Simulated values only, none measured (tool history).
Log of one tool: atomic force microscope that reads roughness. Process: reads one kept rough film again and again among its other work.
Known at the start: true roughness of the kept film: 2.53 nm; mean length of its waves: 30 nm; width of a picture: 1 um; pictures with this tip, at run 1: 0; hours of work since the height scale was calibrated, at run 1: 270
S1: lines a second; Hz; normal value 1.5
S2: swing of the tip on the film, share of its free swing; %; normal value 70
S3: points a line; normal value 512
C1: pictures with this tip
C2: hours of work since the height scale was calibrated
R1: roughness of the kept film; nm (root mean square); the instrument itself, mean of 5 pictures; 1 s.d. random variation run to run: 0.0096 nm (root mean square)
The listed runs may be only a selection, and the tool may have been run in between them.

run	day	S1	S2	S3	C1	C2	R1
1	0	1.5	70	512	0	270	2.176
2	1.8	1.24	70	512	53	293	2.224
3	3.775	1.5	76	512	110	319	2.172
4	5.008	1.5	76	512	147	335	2.144
5	6.179	1.5	76	512	181	350	2.141
# day 7.408: new tip fitted
6	8.471	1.5	76	512	31	379	2.177
7	10.383	1.5	76	512	87	404	2.141
8	11.775	1.5	76	512	128	421	2.168
9	13.375	1.5	70	512	175	442	2.194
# day 14.788: new tip fitted
10	15.012	1.5	62	512	7	463	2.225
11	16.608	1.5	70	512	54	483	2.194
12	18.083	1.5	70	512	97	502	2.172
13	20.05	1.5	70	512	154	528	2.195
14	21.446	1.5	70	512	195	546	2.17
# day 22.096: new tip fitted
15	23.504	1.5	70	512	42	572	2.182
16	24.767	1.5	70	512	79	588	2.195
17	25.825	1.5	70	512	110	602	2.166
18	28.092	1.5	70	512	176	631	2.177
19	29.058	1.5	70	512	204	643	2.187
# day 29.496: new tip fitted
20	30.688	1.5	70	512	35	664	2.196
21	32.292	1.5	70	512	82	685	2.176
22	34.488	1.23	70	512	146	713	2.195
23	36.208	1.23	70	512	197	735	2.187
# day 36.875: new tip fitted
24	37.221	1.23	70	512	11	748	2.182
25	39.525	0.9	70	512	78	777	2.208
26	41.65	1.5	57	274	140	805	2.193
27	43.083	3.27	87	287	182	823	1.898
# day 44.188: new tip fitted
28	45.425	1.37	87	287	36	853	2.09
29	47.329	1.04	67	693	92	878	2.202
30	48.604	1.04	67	693	129	894	2.226
31	49.829	2.68	82	512	165	910	1.996
32	51.329	1.3	55	512	209	929	2.236
# day 51.521: new tip fitted
33	52.938	1.3	55	512	41	949	2.239
34	55.017	1.23	84	543	102	976	2.146
35	56.629	1.23	84	543	149	997	2.134
36	57.775	1.23	84	543	183	1012	2.134
# day 58.804: new tip fitted
37	59.958	0.56	56	263	34	1039	2.224
38	61.95	0.56	56	263	92	1065	2.222
39	63.483	0.56	56	263	137	1085	2.224
40	65.346	0.56	56	1022	191	1109	2.257
# day 66.204: new tip fitted
41	67.283	3.8	73	510	31	1133	2.04
42	69.208	1.5	70	261	88	1158	2.161
43	70.646	1.5	70	328	130	1177	2.183
44	72.35	1.5	70	328	180	1199	2.174
# day 73.525: new tip fitted
45	73.583	3.66	61	274	2	1214	2.159
46	75	3.66	62	847	44	1232	2.181
47	76.912	1.36	88	389	99	1257	2.079
48	78.754	1.5	58	512	153	1281	2.212
49	80.238	1.5	77	512	197	1300	2.155

Hidden state at the last listed run before each entry between runs and at the first one after, where it differs:
Run 5 -> run 6: new tip fitted (day 7.408)
  radius of the tip, nm: 10.3 -> 10.1
Run 9 -> run 10: new tip fitted (day 14.788)
  radius of the tip, nm: 10.3 -> 10
Run 14 -> run 15: new tip fitted (day 22.096)
  radius of the tip, nm: 10.4 -> 10.1
Run 19 -> run 20: new tip fitted (day 29.496)
  radius of the tip, nm: 10.4 -> 10.1
Run 23 -> run 24: new tip fitted (day 36.875)
  radius of the tip, nm: 10.3 -> 10
Run 27 -> run 28: new tip fitted (day 44.188)
  radius of the tip, nm: 10.3 -> 10.1
Run 32 -> run 33: new tip fitted (day 51.521)
  radius of the tip, nm: 10.3 -> 10.1
Run 36 -> run 37: new tip fitted (day 58.804)
  radius of the tip, nm: 10.3 -> 10.1; height scale over the true one, %: -0.01 -> -0.02
Run 40 -> run 41: new tip fitted (day 66.204)
  radius of the tip, nm: 10.3 -> 10.1
Run 44 -> run 45: new tip fitted (day 73.525)
  radius of the tip, nm: 10.3 -> 10
